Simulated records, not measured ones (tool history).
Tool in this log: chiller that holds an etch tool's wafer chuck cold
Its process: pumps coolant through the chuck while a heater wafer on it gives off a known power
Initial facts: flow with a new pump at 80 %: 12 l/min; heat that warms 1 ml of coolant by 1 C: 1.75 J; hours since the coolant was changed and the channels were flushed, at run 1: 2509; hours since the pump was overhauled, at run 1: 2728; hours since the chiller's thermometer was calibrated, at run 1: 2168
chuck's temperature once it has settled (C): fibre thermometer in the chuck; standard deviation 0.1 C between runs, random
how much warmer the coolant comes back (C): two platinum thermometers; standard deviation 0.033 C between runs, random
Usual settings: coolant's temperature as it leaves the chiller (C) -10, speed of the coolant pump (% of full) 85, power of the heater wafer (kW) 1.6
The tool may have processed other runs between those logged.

| run | day | coolant's temperature as it leaves the chiller (C) | speed of the coolant pump (% of full) | power of the heater wafer (kW) | hours since the coolant was changed and the channels were flushed | hours since the pump was overhauled | hours since the chiller's thermometer was calibrated | chuck's temperature once it has settled (C) | how much warmer the coolant comes back (C) |
|---|---|---|---|---|---|---|---|---|---|
| 1 | 0 | -10 | 85 | 1.6 | 2509 | 2728 | 2168 | 0.8 | 4.32 |
| 2 | 8.683 | -10 | 85 | 1.6 | 2718 | 2937 | 2376 | 0.8 | 4.43 |
| 3 | 16.042 | -6 | 85 | 1.6 | 2894 | 3113 | 2553 | 4.8 | 4.38 |
| 4 | 23.512 | -3 | 85 | 1.6 | 3074 | 3292 | 2732 | 7.8 | 4.42 |
| 5 | 29.688 | -3 | 85 | 1.6 | 3222 | 3441 | 2880 | 7.9 | 4.47 |
| 6 | 37.962 | -3 | 85 | 1.6 | 3420 | 3639 | 3079 | 7.7 | 4.52 |
| 7 | 43.788 | -3 | 85 | 1.6 | 3560 | 3779 | 3219 | 7.7 | 4.49 |
| 8 | 51.121 | -10 | 85 | 1.6 | 3736 | 3955 | 3395 | 0.9 | 4.51 |
|  | 56.742 | coolant pump overhauled |
| 9 | 56.742 | -10 | 63 | 1.6 | 3866 | 0 | 3525 | 3.3 | 6.06 |
| 10 | 62.783 | -10 | 70 | 1.6 | 4011 | 145 | 3670 | 2.4 | 5.45 |
| 11 | 66.933 | -10 | 85 | 2.011 | 4111 | 245 | 3769 | 3.7 | 5.62 |
| 12 | 71.354 | -10 | 79 | 1.6 | 4217 | 351 | 3875 | 1.2 | 4.91 |
|  | 73.962 | coolant changed, channels flushed |
| 13 | 76.7 | -10 | 85 | 1.197 | 66 | 473 | 3998 | -2 | 3.55 |
|  | 81.333 | gauge calibrated |
| 14 | 83.967 | -10 | 85 | 1.197 | 240 | 647 | 4172 | -2.1 | 3.2 |
| 15 | 89.204 | -10 | 85 | 1.197 | 366 | 773 | 4298 | -1.9 | 3.28 |
| 16 | 93.033 | -10 | 85 | 1.197 | 458 | 865 | 4390 | -1.9 | 3.25 |
| 17 | 98.983 | -5 | 84 | 1.928 | 600 | 1008 | 4533 | 8.3 | 5.35 |
|  | 104.617 | chiller's thermometer calibrated |
| 18 | 107.321 | -10 | 87 | 1.06 | 800 | 1207 | 65 | -2.8 | 2.93 |
| 19 | 112.442 | -2 | 71 | 1.062 | 922 | 1330 | 188 | 6.3 | 3.58 |
| 20 | 116.392 | -14 | 96 | 1.211 | 1017 | 1425 | 283 | -6.4 | 3.07 |
| 21 | 121.454 | -10 | 88 | 0.885 | 1139 | 1546 | 404 | -4.2 | 2.48 |
| 22 | 126.471 | -10 | 88 | 0.885 | 1259 | 1666 | 524 | -4.2 | 2.5 |
| 23 | 131.608 | -10 | 88 | 0.885 | 1383 | 1790 | 648 | -4 | 2.55 |
| 24 | 136.738 | -10 | 78 | 1.097 | 1506 | 1913 | 771 | -2 | 3.43 |
| 25 | 141.729 | -12 | 92 | 0.978 | 1625 | 2033 | 891 | -5.8 | 2.67 |
| 26 | 150.433 | -10 | 88 | 1.6 | 1834 | 2242 | 1100 | 0.4 | 4.42 |
| 27 | 156.071 | -5 | 88 | 2.298 | 1970 | 2377 | 1235 | 10.3 | 6.32 |
| 28 | 161.95 | -8 | 69 | 1.6 | 2111 | 2518 | 1376 | 4.5 | 5.68 |
| 29 | 168.679 | -8 | 69 | 1.6 | 2272 | 2680 | 1538 | 4.5 | 5.66 |
| 30 | 174.7 | -8 | 69 | 1.6 | 2417 | 2824 | 1682 | 4.5 | 5.7 |
| 31 | 182.175 | -19 | 98 | 1.832 | 2596 | 3003 | 1861 | -7.7 | 4.61 |

Here are 4 independent what-if runs from the current tool condition. What would each one return?
| A | 189.642 | -11 | 87 | 1.354 | 2775 | 3183 | 2041 | ? | ? |
| B | 189.642 | -19 | 98 | 1.9 | 2775 | 3183 | 2041 | ? | ? |
| C | 189.642 | -1 | 82 | 1.055 | 2775 | 3183 | 2041 | ? | ? |
| D | 189.642 | -17 | 73 | 0.923 | 2775 | 3183 | 2041 | ? | ? |

| run | chuck's temperature once it has settled (C) | how much warmer the coolant comes back (C) |
|---|---|---|
| A | -2 | 4 |
| B | -7.4 | 4.88 |
| C | 6.4 | 3.42 |
| D | -10.2 | 3.37 |
What these runs would have given with no unlogged condition in the tool:
| run | chuck's temperature once it has settled (C) | how much warmer the coolant comes back (C) |
|---|---|---|
| A | -2.1 | 3.56 |
| B | -7.5 | 4.43 |
| C | 6.4 | 2.97 |
| D | -10.2 | 2.92 |

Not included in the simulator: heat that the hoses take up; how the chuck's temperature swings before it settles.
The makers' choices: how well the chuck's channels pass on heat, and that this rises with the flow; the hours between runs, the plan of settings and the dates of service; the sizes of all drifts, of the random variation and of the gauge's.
